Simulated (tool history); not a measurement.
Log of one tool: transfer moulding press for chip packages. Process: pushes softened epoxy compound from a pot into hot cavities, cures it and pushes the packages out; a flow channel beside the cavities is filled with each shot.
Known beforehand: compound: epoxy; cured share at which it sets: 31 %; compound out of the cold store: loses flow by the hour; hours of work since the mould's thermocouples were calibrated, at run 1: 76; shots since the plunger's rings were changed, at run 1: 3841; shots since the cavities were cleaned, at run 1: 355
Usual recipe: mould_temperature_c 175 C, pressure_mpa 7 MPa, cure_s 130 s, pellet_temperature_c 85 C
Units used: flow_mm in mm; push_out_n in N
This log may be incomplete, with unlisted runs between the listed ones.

run,hour,mould_temperature_c,pressure_mpa,cure_s,pellet_temperature_c,hours of work since the mould's thermocouples were calibrated,shots since the plunger's rings were changed,shots since the cavities were cleaned,incoming compound's hours out of the cold store,flow_mm,push_out_n
1,0,175,7,130,85,76,3841,355,44.9,678,319
2,15.1,175,7,130,85,85,3971,485,33.5,697,335
3,29.7,175,7,130,85,94,4097,611,41.9,683,339
4,46.1,175,7,130,85,104,4239,753,26.6,711,365
# hour 49.6: cavities cleaned with cleaning compound and waxed
5,74.9,175,7,130,85,121,4475,219,43.5,676,286
6,94.4,175,7,130,85,133,4643,387,27.1,705,330
7,121.6,175,7,130,85,150,4878,622,34.1,692,342
# hour 140.6: cavities cleaned with cleaning compound and waxed
8,141.2,175,7,130,85,161,5034,5,22.8,714,243
9,165.3,175,6.25,130,85,176,5243,214,12,695,291
10,181.9,175,7,130,85,187,5386,357,39,674,311
# hour 189.9: plunger's sealing rings changed
11,197.6,175,7,130,85,195,65,470,24.1,745,325
12,209.6,175,7,130,84,202,169,574,40.4,707,341
# hour 232.8: cavities cleaned with cleaning compound and waxed
13,236,175,7,130,84,218,385,28,15.8,761,241
14,257.6,175,7,130,85,231,571,214,28.4,732,289
# hour 261.6: mould's thermocouples calibrated
15,285,173,8.28,130,91,15,790,433,47.4,757,339
16,304.6,178,5.36,110,77,27,960,603,28.6,629,373
17,317.6,178,5.36,110,77,35,1072,715,41.9,605,386
# hour 325.6: cavities cleaned with cleaning compound and waxed
18,335.6,175,6.2,130,85,45,1215,87,45.2,653,250
# hour 346.9: mould's thermocouples calibrated, once more
19,352,175,5.63,170,94,3,1339,211,44.4,621,256
20,379.5,175,7,112,85,20,1577,449,29,727,426
21,393.8,175,5.33,130,85,29,1700,572,8.2,671,338
# hour 417.1: cavities cleaned with cleaning compound and waxed
22,420.6,181,7.03,111,95,45,1918,29,40,689,247
23,441.1,181,5.64,111,76,57,2096,207,32.9,631,279

The next listed run, before its measurement:
24,465.2,167,5.5,127,92,72,2304,415,15.4,?,?

flow_mm: 679 mm
push_out_n: 548 N
On a tool with no hidden condition, and with the same random variation, this run would have come out at flow_mm 696 mm, push_out_n 418 N.

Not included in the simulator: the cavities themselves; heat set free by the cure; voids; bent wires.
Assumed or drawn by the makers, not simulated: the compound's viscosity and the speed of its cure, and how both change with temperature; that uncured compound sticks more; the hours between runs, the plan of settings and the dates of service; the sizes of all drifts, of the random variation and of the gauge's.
